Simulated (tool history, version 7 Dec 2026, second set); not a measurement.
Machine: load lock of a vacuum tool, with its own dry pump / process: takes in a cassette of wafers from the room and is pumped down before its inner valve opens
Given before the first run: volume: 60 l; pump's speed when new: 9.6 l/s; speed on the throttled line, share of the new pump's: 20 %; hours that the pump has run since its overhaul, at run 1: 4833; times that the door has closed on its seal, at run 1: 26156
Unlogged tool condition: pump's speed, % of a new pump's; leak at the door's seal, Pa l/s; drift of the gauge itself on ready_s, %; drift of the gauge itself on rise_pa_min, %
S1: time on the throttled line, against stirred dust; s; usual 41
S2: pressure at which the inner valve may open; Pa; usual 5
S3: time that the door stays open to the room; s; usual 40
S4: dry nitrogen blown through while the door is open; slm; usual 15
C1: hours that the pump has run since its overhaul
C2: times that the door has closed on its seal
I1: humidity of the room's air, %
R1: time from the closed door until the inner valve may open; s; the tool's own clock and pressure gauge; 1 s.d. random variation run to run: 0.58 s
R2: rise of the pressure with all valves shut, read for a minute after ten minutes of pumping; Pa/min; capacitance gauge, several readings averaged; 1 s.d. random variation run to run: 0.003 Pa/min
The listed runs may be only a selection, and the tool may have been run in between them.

run 1 hour=0 | S1=41 S2=5 S3=40 S4=15 | C1=4833 C2=26156 | I1=44.5 | R1=98.5 R2=0.069
run 2 hour=166.7 | S1=41 S2=5 S3=40 S4=15 | C1=4999 C2=26757 | I1=44.4 | R1=99.7 R2=0.067
run 3 hour=288.1 | S1=41 S2=5 S3=40 S4=15 | C1=5121 C2=27195 | I1=46.9 | R1=99.7 R2=0.074
run 4 hour=432 | S1=41 S2=4 S3=40 S4=15 | C1=5265 C2=27714 | I1=44.4 | R1=101.7 R2=0.078
run 5 hour=554.1 | S1=41 S2=4 S3=40 S4=15 | C1=5387 C2=28154 | I1=45.1 | R1=101.5 R2=0.074
run 6 hour=725.4 | S1=41 S2=4 S3=40 S4=15 | C1=5558 C2=28772 | I1=42.9 | R1=101.1 R2=0.079
run 7 hour=901.5 | S1=41 S2=5 S3=40 S4=15 | C1=5734 C2=29407 | I1=44.7 | R1=100.4 R2=0.068
run 8 hour=977.2 | S1=41 S2=5 S3=40 S4=15 | C1=5810 C2=29680 | I1=44.4 | R1=101.5 R2=0.076
run 9 hour=1063.2 | S1=41 S2=5 S3=40 S4=15 | C1=5896 C2=29990 | I1=42.1 | R1=101.3 R2=0.073
run 10 hour=1155.8 | S1=41 S2=5 S3=40 S4=15 | C1=5989 C2=30324 | I1=43.3 | R1=100.7 R2=0.073
run 11 hour=1242.7 | S1=41 S2=7 S3=40 S4=15 | C1=6076 C2=30638 | I1=46.9 | R1=97.8 R2=0.08
run 12 hour=1348.3 | S1=41 S2=7 S3=40 S4=15 | C1=6181 C2=31018 | I1=46.5 | R1=98.4 R2=0.077
run 13 hour=1472.4 | S1=23 S2=5 S3=40 S4=15 | C1=6305 C2=31466 | I1=47.7 | R1=86.3 R2=0.077
run 14 hour=1643.7 | S1=41 S2=5 S3=40 S4=15 | C1=6477 C2=32084 | I1=45 | R1=101.6 R2=0.085
run 15 hour=1813.7 | S1=41 S2=5 S3=40 S4=15 | C1=6646 C2=32697 | I1=46.3 | R1=101.6 R2=0.089
run 16 hour=1910.7 | S1=41 S2=5 S3=65 S4=15 | C1=6744 C2=33047 | I1=46 | R1=100 R2=0.088
run 17 hour=2006.9 | S1=41 S2=5 S3=65 S4=15 | C1=6840 C2=33394 | I1=44.6 | R1=101.7 R2=0.092
run 18 hour=2083.8 | S1=41 S2=8 S3=159 S4=15 | C1=6917 C2=33671 | I1=43.6 | R1=98.1 R2=0.098
run 19 hour=2205.9 | S1=41 S2=8 S3=159 S4=15 | C1=7039 C2=34111 | I1=44 | R1=98.1 R2=0.105
run 20 hour=2348.6 | S1=41 S2=8 S3=159 S4=15 | C1=7181 C2=34626 | I1=45.2 | R1=98.2 R2=0.11
run 21 hour=2506.8 | S1=63 S2=5 S3=40 S4=15 | C1=7340 C2=35197 | I1=43.9 | R1=119 R2=0.095
run 22 hour=2687.1 | S1=41 S2=8 S3=40 S4=15 | C1=7520 C2=35846 | I1=45.3 | R1=98.1 R2=0.096
run 23 hour=2852.2 | S1=41 S2=8 S3=40 S4=15 | C1=7685 C2=36442 | I1=41.5 | R1=98.6 R2=0.094
run 24 hour=3014.1 | S1=31 S2=5 S3=121 S4=15 | C1=7847 C2=37026 | I1=42.8 | R1=95.2 R2=0.101
run 25 hour=3110.2 | S1=31 S2=6 S3=121 S4=15 | C1=7943 C2=37372 | I1=42.3 | R1=93.1 R2=0.098
run 26 hour=3247.8 | S1=64 S2=5 S3=40 S4=18 | C1=8081 C2=37869 | I1=42.7 | R1=120.1 R2=0.1
run 27 hour=3338.3 | S1=64 S2=8 S3=40 S4=15 | C1=8171 C2=38195 | I1=44.3 | R1=116.6 R2=0.1
run 28 hour=3477 | S1=41 S2=5 S3=81 S4=15 | C1=8310 C2=38695 | I1=46.8 | R1=103.5 R2=0.11
run 29 hour=3619.5 | S1=23 S2=6 S3=40 S4=15 | C1=8452 C2=39209 | I1=43.9 | R1=87.3 R2=0.099

Each row is a separate what-if for the run after 29, all from the same tool condition, not one after another. Results?
run A hour=3739.2 | S1=41 S2=6 S3=40 S4=4 | C1=8572 C2=39641 | I1=45.4 | R1=? R2=?
run B hour=3739.2 | S1=36 S2=6 S3=49 S4=15 | C1=8572 C2=39641 | I1=46.7 | R1=? R2=?
run C hour=3739.2 | S1=36 S2=5 S3=64 S4=15 | C1=8572 C2=39641 | I1=44 | R1=? R2=?
run D hour=3739.2 | S1=41 S2=8 S3=40 S4=15 | C1=8572 C2=39641 | I1=46.2 | R1=? R2=?

run=A R1=100.8 R2=0.12
run=B R1=97.3 R2=0.105
run=C R1=98.9 R2=0.107
run=D R1=99.5 R2=0.107
What these runs would have given with no unlogged condition in the tool:
run=A R1=93.4 R2=0.045
run=B R1=89.6 R2=0.031
run=C R1=91.1 R2=0.032
run=D R1=92.4 R2=0.032

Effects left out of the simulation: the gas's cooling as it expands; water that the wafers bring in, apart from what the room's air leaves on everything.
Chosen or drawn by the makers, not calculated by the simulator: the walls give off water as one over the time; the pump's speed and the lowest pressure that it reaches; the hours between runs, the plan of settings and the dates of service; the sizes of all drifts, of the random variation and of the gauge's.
